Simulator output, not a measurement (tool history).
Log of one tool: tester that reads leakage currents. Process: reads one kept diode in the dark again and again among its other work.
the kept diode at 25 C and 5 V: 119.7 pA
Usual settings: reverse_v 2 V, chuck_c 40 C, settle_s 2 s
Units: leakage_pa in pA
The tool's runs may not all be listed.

run	day	reverse_v	chuck_c	settle_s	leakage_pa
1	0	2	40	2	251.65
2	1.483	2	40	2	251.51
3	2.888	2	40	2	252.38
4	3.792	2	40	2	251.74
5	4.954	2	40	0.4	253.09
6	5.883	2	22	2	65.68
7	7.35	2	22	2	65.68
8	8.65	2	22	2	65.77
9	10.154	2	22	2	66.05
10	11.633	2	22	2	66.27
# day 11.892: probe card cleaned and baked
11	13.238	2	22	2	66.55
12	14.412	2	40	0.9	254.01
# day 15.258: probe card cleaned and baked, once more
13	15.333	2	35	0.57	177.37

Forecast run 14:
14	16.921	2	35	0.57	?

{"run 14": {"leakage_pa": 177.9}}
Without the tool's hidden state the same run would have given leakage_pa 160.11 pA.
